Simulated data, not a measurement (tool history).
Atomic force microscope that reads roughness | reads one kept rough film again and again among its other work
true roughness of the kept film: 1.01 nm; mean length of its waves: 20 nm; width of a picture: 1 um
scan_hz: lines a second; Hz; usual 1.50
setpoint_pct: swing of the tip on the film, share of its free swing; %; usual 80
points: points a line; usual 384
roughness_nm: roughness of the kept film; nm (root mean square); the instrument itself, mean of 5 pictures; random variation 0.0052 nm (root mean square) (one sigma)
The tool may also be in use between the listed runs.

| run | hour | scan_hz | setpoint_pct | points | roughness_nm |
|---|---|---|---|---|---|
| 1 | 0.0 | 1.50 | 80 | 384 | 0.634 |
|  | 6.4 | new tip fitted |
| 2 | 16.0 | 1.50 | 80 | 258 | 0.801 |
| 3 | 43.8 | 1.50 | 89 | 258 | 0.737 |
| 4 | 68.9 | 1.50 | 80 | 384 | 0.759 |
| 5 | 81.7 | 1.50 | 80 | 384 | 0.741 |
| 6 | 95.4 | 1.50 | 80 | 258 | 0.722 |
| 7 | 115.3 | 1.50 | 80 | 384 | 0.703 |
| 8 | 143.7 | 1.50 | 80 | 414 | 0.686 |
| 9 | 171.3 | 1.50 | 80 | 384 | 0.653 |
|  | 174.9 | height scale calibrated on a step standard |
|  | 183.3 | new tip fitted |
| 10 | 195.1 | 1.50 | 80 | 384 | 0.813 |
| 11 | 225.3 | 1.50 | 80 | 384 | 0.770 |

Forecast run 12:
| 12 | 250.6 | 2.49 | 80 | 384 | ? |

Run 12 gave roughness_nm 0.711 nm (root mean square).
Without the tool's hidden state the same run would have given roughness_nm 0.800 nm (root mean square).
